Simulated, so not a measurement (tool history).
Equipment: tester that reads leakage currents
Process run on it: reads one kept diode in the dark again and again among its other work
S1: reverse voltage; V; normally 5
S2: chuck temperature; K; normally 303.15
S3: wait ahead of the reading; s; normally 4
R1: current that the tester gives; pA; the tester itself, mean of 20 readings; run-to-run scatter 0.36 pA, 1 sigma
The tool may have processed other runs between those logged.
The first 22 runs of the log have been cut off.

Run 23, hour 898.9: usual settings but S1 1.01 V, S2 296.15 K, S3 4.51 s. Result: R1 26.18 pA.
Run 24, hour 940.9: usual settings but S1 1.01 V, S2 296.15 K, S3 4.51 s. Result: R1 25.82 pA.
Run 25, hour 981.8: usual settings but S1 3.8 V, S2 302.15 K, S3 0.76 s. Result: R1 94.38 pA.
Run 26, hour 1005.7: usual settings but S1 3.8 V, S2 302.15 K, S3 0.76 s. Result: R1 94.51 pA.
Run 27, hour 1063.8: usual settings but S2 306.15 K, S3 2.27 s. Result: R1 149.09 pA.
Run 28, hour 1115.6: usual settings but S2 306.15 K, S3 2.27 s. Result: R1 148.54 pA.
Run 29, hour 1166.4: usual settings but S2 306.15 K, S3 2.27 s. Result: R1 150.09 pA.
Run 30, hour 1212.4: usual settings but S2 306.15 K, S3 2.27 s. Result: R1 147.94 pA.
At hour 1229.6: probe card cleaned and baked.
Run 31, hour 1240.8: usual settings but S2 306.15 K, S3 2.07 s. Result: R1 144.7 pA.
Run 32, hour 1278.6: usual settings but S1 1.67 V, S3 6.42 s. Result: R1 59.38 pA.
Run 33, hour 1311.3: usual settings but S1 2.93 V, S2 301.15 K, S3 0.89 s. Result: R1 71.16 pA.
Run 34, hour 1352: usual settings but S1 2.93 V, S2 301.15 K, S3 0.89 s. Result: R1 71.33 pA.
Run 35, hour 1379.5: usual settings but S1 2.93 V, S2 301.15 K, S3 0.89 s. Result: R1 71.44 pA.
Run 36, hour 1406.1: usual settings but S1 2.93 V, S2 301.15 K, S3 0.89 s. Result: R1 71.44 pA.
Run 37, hour 1444.6: usual settings but S1 2.93 V, S2 301.15 K, S3 0.89 s. Result: R1 71.49 pA.
Run 38, hour 1487: usual settings but S1 2.93 V, S2 301.15 K, S3 0.89 s. Result: R1 70.75 pA.
Run 39, hour 1515: usual settings but S1 2.93 V, S2 301.15 K, S3 0.89 s. Result: R1 70.68 pA.

Branching from run 39: 4 alternative next runs. What would each branch give?
Run A, hour 1571.8: usual settings but S1 1.88 V, S2 301.15 K, S3 0.89 s. Result: R1 ?.
Run B, hour 1571.8: usual settings but S1 5.24 V, S3 0.67 s. Result: R1 ?.
Run C, hour 1571.8: usual settings but S2 300.15 K, S3 0.49 s. Result: R1 ?.
Run D, hour 1571.8: usual settings but S1 14.07 V, S2 297.15 K, S3 0.89 s. Result: R1 ?.

run      R1
  A   53.96
  B  118.66
  C   92.65
  D  134.51
Without the tool's hidden state the same runs would have given:
run      R1
  A   57.44
  B  126.06
  C    98.4
  D  142.62

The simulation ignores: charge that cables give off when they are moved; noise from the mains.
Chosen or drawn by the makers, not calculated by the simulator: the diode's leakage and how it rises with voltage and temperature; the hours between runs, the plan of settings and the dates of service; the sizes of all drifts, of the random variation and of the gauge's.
